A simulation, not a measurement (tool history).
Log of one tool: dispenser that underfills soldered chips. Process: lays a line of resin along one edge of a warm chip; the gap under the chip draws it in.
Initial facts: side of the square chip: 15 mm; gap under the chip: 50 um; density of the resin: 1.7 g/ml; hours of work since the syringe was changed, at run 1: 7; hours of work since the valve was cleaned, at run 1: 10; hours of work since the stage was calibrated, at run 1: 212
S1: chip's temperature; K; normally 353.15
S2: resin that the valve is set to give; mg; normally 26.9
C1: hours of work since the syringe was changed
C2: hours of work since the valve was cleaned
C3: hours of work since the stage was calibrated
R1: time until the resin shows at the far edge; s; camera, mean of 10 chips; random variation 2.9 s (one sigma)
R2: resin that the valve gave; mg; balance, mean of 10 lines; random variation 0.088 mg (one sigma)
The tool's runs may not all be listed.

{"run": 1, "hour": 0.0, "S1": 353.15, "S2": 26.9, "C1": 7, "C2": 10, "C3": 212, "R1": 519.6, "R2": 26.85}
{"hour": 3.2, "done": "new syringe of resin"}
{"run": 2, "hour": 6.4, "S1": 353.15, "S2": 26.9, "C1": 2, "C2": 14, "C3": 216, "R1": 339.3, "R2": 26.61}
{"run": 3, "hour": 12.1, "S1": 353.15, "S2": 26.9, "C1": 6, "C2": 17, "C3": 220, "R1": 450.1, "R2": 26.68}
{"hour": 18.0, "done": "new syringe of resin"}
{"run": 4, "hour": 18.5, "S1": 343.15, "S2": 26.9, "C1": 0, "C2": 21, "C3": 224, "R1": 484.8, "R2": 26.51}
{"run": 5, "hour": 25.4, "S1": 343.15, "S2": 26.9, "C1": 5, "C2": 25, "C3": 228, "R1": 688.6, "R2": 26.51}
{"run": 6, "hour": 32.2, "S1": 343.15, "S2": 26.9, "C1": 9, "C2": 30, "C3": 232, "R1": 981, "R2": 26.31}
{"hour": 33.0, "done": "new syringe of resin"}
{"run": 7, "hour": 37.1, "S1": 343.15, "S2": 26.9, "C1": 3, "C2": 33, "C3": 235, "R1": 577.7, "R2": 26.47}
{"run": 8, "hour": 41.4, "S1": 340.15, "S2": 33.1, "C1": 5, "C2": 35, "C3": 238, "R1": 815.1, "R2": 32.53}

What will run 9 give?
{"hour": 47.8, "done": "new syringe of resin"}
{"run": 9, "hour": 48.5, "S1": 351.15, "S2": 27.6, "C1": 0, "C2": 40, "C3": 242, "R1": "?", "R2": "?"}

{"run 9": {"R1": 322, "R2": 27.06}}
Take away the tool's hidden state, keep the run-to-run variation as it was, and the same run would have given R1 319.6 s, R2 27.64 mg.

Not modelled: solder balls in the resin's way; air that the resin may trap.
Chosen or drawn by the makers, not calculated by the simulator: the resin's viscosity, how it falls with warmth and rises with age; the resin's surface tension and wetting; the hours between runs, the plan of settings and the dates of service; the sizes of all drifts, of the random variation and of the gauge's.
